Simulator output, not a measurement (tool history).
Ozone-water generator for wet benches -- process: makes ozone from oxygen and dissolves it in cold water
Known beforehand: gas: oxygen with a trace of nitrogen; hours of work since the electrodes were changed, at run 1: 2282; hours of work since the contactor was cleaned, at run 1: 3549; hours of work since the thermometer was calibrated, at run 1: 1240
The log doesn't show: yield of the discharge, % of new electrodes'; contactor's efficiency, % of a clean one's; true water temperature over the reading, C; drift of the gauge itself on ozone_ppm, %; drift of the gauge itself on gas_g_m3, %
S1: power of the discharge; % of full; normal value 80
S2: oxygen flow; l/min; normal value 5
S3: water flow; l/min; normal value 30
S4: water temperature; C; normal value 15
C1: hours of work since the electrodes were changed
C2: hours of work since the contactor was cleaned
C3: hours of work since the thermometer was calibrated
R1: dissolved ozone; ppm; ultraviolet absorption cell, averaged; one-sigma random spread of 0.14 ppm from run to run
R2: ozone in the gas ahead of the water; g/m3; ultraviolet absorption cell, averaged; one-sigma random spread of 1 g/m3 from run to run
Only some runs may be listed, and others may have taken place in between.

run,hour,S1,S2,S3,S4,C1,C2,C3,R1,R2
1,0,80,5,30,15,2282,3549,1240,14.1,170.9
2,70.9,80,5,30,15,2344,3611,1302,14.3,170.4
3,128.9,80,5,30,15,2395,3662,1353,14.4,168.4
4,203,80,5,30,12,2460,3727,1418,14.8,168
5,265,80,5,30,12,2514,3781,1472,14.8,169.4
6,319.6,80,5,30,12,2562,3829,1520,14.8,167.6
# hour 366.9: contactor cleaned
7,383.2,80,5,30,12,2614,14,1572,15,166.6
8,469.6,80,5,30,12,2690,90,1648,15.1,167.3
9,552.9,80,5,30,12,2763,163,1721,15.4,166.9
10,652,80,7.19,30,15,2849,250,1807,15.2,139.9
11,748.1,80,7.19,30,15,2934,334,1892,15.2,139.2
12,818.2,80,5,30,18,2995,395,1953,14,166.9
13,904.6,80,5,20,18,3071,471,2029,19.7,165.8
14,971.7,80,5,20,18,3130,530,2088,19.6,165.9
15,1067.7,80,5,20,15,3214,614,2172,20.3,164.4
16,1166.1,80,5,20,15,3300,700,2258,20.2,165
17,1247.6,80,5,20,15,3371,772,2329,20.2,162.7
18,1314.2,80,5,20,15,3430,830,2388,20.2,163.7
19,1395.5,80,5,20,15,3501,901,2459,20.1,162.4
20,1457.6,48,7.06,22,10,3555,956,2513,14.2,97
21,1522.3,62,2.69,26,12,3612,1012,2570,12.1,184.7
22,1562.8,62,2.69,25,15,3647,1048,2605,12.2,181.9
23,1613.7,58,5,30,9,3692,1092,2650,11.7,130
24,1701.8,54,5.36,38,8,3769,1170,2727,9.1,119.9
25,1790.5,54,5.36,38,8,3847,1247,2805,9,118.4
26,1838.7,51,3.39,34,9,3889,1289,2847,8.6,141.9
27,1908.7,51,3.39,34,9,3950,1351,2908,8.5,142.9
28,1983.1,80,5,30,9,4016,1416,2974,14.8,161.4
29,2078.2,80,6.74,44,9,4099,1499,3057,10.8,137.2
30,2120.3,52,6.74,44,9,4136,1536,3094,8.1,102.3
31,2180.5,61,6.93,44,9,4189,1589,3147,8.8,114.5
32,2223.3,61,6.93,44,9,4226,1626,3184,9.3,115
33,2306,80,5,30,7,4298,1699,3256,14.8,161

Consider 3 possible next runs. They are alternatives, not a sequence: every one starts from the tool as it was left by run 33. What does each give?
A,2404.5,56,5.8,30,8,4385,1785,3343,?,?
B,2404.5,88,6.1,30,13,4385,1785,3343,?,?
C,2404.5,78,5,30,8,4385,1785,3343,?,?

run,R1,R2
A,12.1,116.1
B,15.5,153.8
C,14.4,156.2
Stripped of hidden state, with their random variation kept, the same runs would have yielded:
run,R1,R2
A,13.4,126.4
B,17.9,173.1
C,16.5,174.2

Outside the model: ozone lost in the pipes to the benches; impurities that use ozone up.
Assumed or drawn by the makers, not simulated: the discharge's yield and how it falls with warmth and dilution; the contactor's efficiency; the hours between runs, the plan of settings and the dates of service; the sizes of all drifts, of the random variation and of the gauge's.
